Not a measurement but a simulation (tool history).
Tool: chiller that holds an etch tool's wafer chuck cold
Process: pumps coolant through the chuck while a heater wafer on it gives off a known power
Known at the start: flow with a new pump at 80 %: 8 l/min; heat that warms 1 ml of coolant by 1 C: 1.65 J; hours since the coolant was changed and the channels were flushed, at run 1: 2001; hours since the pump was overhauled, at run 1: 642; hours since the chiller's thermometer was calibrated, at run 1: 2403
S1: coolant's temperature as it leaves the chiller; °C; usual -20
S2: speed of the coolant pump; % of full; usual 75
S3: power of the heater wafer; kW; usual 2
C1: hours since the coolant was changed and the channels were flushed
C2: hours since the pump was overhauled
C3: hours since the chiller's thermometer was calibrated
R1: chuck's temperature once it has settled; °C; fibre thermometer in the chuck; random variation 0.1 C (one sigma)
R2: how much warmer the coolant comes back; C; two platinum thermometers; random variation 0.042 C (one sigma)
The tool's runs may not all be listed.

{"run": 1, "hour": 0.0, "S1": -20, "S2": 75, "S3": 2, "C1": 2001, "C2": 642, "C3": 2403, "R1": 6.6, "R2": 9.79}
{"run": 2, "hour": 34.9, "S1": -20, "S2": 75, "S3": 2, "C1": 2036, "C2": 677, "C3": 2438, "R1": 6.8, "R2": 9.72}
{"run": 3, "hour": 61.3, "S1": -20, "S2": 75, "S3": 2, "C1": 2062, "C2": 703, "C3": 2465, "R1": 6.7, "R2": 9.72}
{"run": 4, "hour": 76.6, "S1": -20, "S2": 75, "S3": 2, "C1": 2077, "C2": 718, "C3": 2480, "R1": 6.7, "R2": 9.69}
{"run": 5, "hour": 97.6, "S1": -20, "S2": 75, "S3": 2, "C1": 2098, "C2": 739, "C3": 2501, "R1": 6.7, "R2": 9.76}
{"run": 6, "hour": 126.4, "S1": -20, "S2": 75, "S3": 2, "C1": 2127, "C2": 768, "C3": 2530, "R1": 6.9, "R2": 9.75}
{"run": 7, "hour": 162.9, "S1": -20, "S2": 75, "S3": 2, "C1": 2164, "C2": 805, "C3": 2566, "R1": 6.6, "R2": 9.78}
{"run": 8, "hour": 193.5, "S1": -20, "S2": 75, "S3": 2, "C1": 2194, "C2": 835, "C3": 2597, "R1": 6.6, "R2": 9.65}
{"run": 9, "hour": 213.4, "S1": -20, "S2": 75, "S3": 2, "C1": 2214, "C2": 855, "C3": 2617, "R1": 6.8, "R2": 9.7}
{"run": 10, "hour": 238.1, "S1": -20, "S2": 75, "S3": 2.616, "C1": 2239, "C2": 880, "C3": 2642, "R1": 15, "R2": 12.72}
{"run": 11, "hour": 263.0, "S1": -20, "S2": 75, "S3": 2.616, "C1": 2264, "C2": 905, "C3": 2667, "R1": 14.9, "R2": 12.6}
{"run": 12, "hour": 298.1, "S1": -20, "S2": 75, "S3": 2, "C1": 2299, "C2": 940, "C3": 2702, "R1": 6.7, "R2": 9.59}
{"run": 13, "hour": 321.4, "S1": -20, "S2": 75, "S3": 2, "C1": 2322, "C2": 963, "C3": 2725, "R1": 6.6, "R2": 9.58}
{"run": 14, "hour": 346.3, "S1": -20, "S2": 78, "S3": 2, "C1": 2347, "C2": 988, "C3": 2750, "R1": 6.1, "R2": 9.23}
{"run": 15, "hour": 367.1, "S1": -11, "S2": 78, "S3": 2, "C1": 2368, "C2": 1009, "C3": 2771, "R1": 15.1, "R2": 9.18}
{"run": 16, "hour": 398.3, "S1": -20, "S2": 75, "S3": 2, "C1": 2399, "C2": 1040, "C3": 2802, "R1": 6.7, "R2": 9.64}
{"run": 17, "hour": 432.8, "S1": -20, "S2": 75, "S3": 2, "C1": 2434, "C2": 1075, "C3": 2836, "R1": 6.7, "R2": 9.57}
{"run": 18, "hour": 465.1, "S1": -20, "S2": 75, "S3": 2, "C1": 2466, "C2": 1107, "C3": 2869, "R1": 6.7, "R2": 9.53}
{"run": 19, "hour": 500.2, "S1": -20, "S2": 75, "S3": 2, "C1": 2501, "C2": 1142, "C3": 2904, "R1": 6.8, "R2": 9.47}
{"run": 20, "hour": 532.7, "S1": -15, "S2": 66, "S3": 2, "C1": 2533, "C2": 1174, "C3": 2936, "R1": 14.1, "R2": 11.02}
{"run": 21, "hour": 565.4, "S1": -16, "S2": 75, "S3": 2, "C1": 2566, "C2": 1207, "C3": 2969, "R1": 10.6, "R2": 9.5}
{"run": 22, "hour": 595.0, "S1": -16, "S2": 75, "S3": 2, "C1": 2596, "C2": 1237, "C3": 2998, "R1": 10.6, "R2": 9.54}

The next listed run, before its measurement:
{"run": 23, "hour": 627.5, "S1": -20, "S2": 65, "S3": 1.319, "C1": 2628, "C2": 1269, "C3": 3031, "R1": "?", "R2": "?"}

R1: -0.6 °C
R2: 7.3 C
Without the tool's hidden state the same run would have given R1 -0.6 °C, R2 7.51 C.
